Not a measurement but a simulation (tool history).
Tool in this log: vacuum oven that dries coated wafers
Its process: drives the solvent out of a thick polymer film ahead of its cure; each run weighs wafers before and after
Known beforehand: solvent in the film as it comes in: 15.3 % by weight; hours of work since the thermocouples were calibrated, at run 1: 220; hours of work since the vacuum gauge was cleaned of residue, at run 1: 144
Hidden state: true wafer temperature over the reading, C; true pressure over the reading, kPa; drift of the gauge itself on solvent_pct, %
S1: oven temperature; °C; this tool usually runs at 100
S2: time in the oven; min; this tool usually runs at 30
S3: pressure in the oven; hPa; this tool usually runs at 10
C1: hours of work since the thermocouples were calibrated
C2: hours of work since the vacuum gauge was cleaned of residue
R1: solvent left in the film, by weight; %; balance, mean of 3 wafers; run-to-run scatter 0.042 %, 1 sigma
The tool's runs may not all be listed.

run 1 hour=0 | S1=100 S2=30 S3=10 | C1=220 C2=144 | R1=1.25
run 2 hour=9.8 | S1=100 S2=29 S3=10 | C1=224 C2=148 | R1=1.37
run 3 hour=15.3 | S1=100 S2=29 S3=10 | C1=226 C2=150 | R1=1.37
run 4 hour=21.3 | S1=106 S2=30 S3=10 | C1=229 C2=153 | R1=0.67
run 5 hour=30.8 | S1=106 S2=30 S3=10 | C1=232 C2=157 | R1=0.63
run 6 hour=36.2 | S1=106 S2=30 S3=10 | C1=235 C2=159 | R1=0.61
run 7 hour=47.2 | S1=100 S2=42 S3=10 | C1=239 C2=164 | R1=0.76
run 8 hour=52.7 | S1=100 S2=30 S3=10 | C1=242 C2=166 | R1=1.33
run 9 hour=62.3 | S1=100 S2=30 S3=10 | C1=245 C2=170 | R1=1.27
-- hour=65.4 oven's thermocouples calibrated
run 10 hour=76.8 | S1=100 S2=30 S3=10 | C1=5 C2=175 | R1=1.32
run 11 hour=83.4 | S1=100 S2=45 S3=7.5 | C1=7 C2=178 | R1=0.54
run 12 hour=90.1 | S1=100 S2=45 S3=25.3 | C1=10 C2=181 | R1=1.12
-- hour=95.4 oven's thermocouples calibrated, once more
run 13 hour=102.4 | S1=104 S2=30 S3=37.2 | C1=3 C2=185 | R1=1.65
run 14 hour=112.1 | S1=108 S2=28 S3=19.2 | C1=7 C2=189 | R1=0.81
run 15 hour=119.2 | S1=92 S2=34 S3=17.3 | C1=10 C2=192 | R1=2.68
run 16 hour=129.9 | S1=92 S2=34 S3=17.3 | C1=14 C2=196 | R1=2.68
run 17 hour=138.5 | S1=100 S2=21 S3=6.1 | C1=18 C2=200 | R1=2.16
run 18 hour=147 | S1=100 S2=21 S3=6.1 | C1=21 C2=203 | R1=2.09
run 19 hour=159.1 | S1=91 S2=38 S3=10 | C1=26 C2=208 | R1=2.21
run 20 hour=170.7 | S1=91 S2=38 S3=10 | C1=31 C2=213 | R1=2.25

What would each run have given without the hidden state, its run-to-run variation left as it was?
run=1 R1=1.2
run=2 R1=1.32
run=3 R1=1.31
run=4 R1=0.63
run=5 R1=0.59
run=6 R1=0.58
run=7 R1=0.72
run=8 R1=1.27
run=9 R1=1.22
run=10 R1=1.26
run=11 R1=0.5
run=12 R1=1.07
run=13 R1=1.61
run=14 R1=0.78
run=15 R1=2.61
run=16 R1=2.61
run=17 R1=2.1
run=18 R1=2.03
run=19 R1=2.14
run=20 R1=2.18
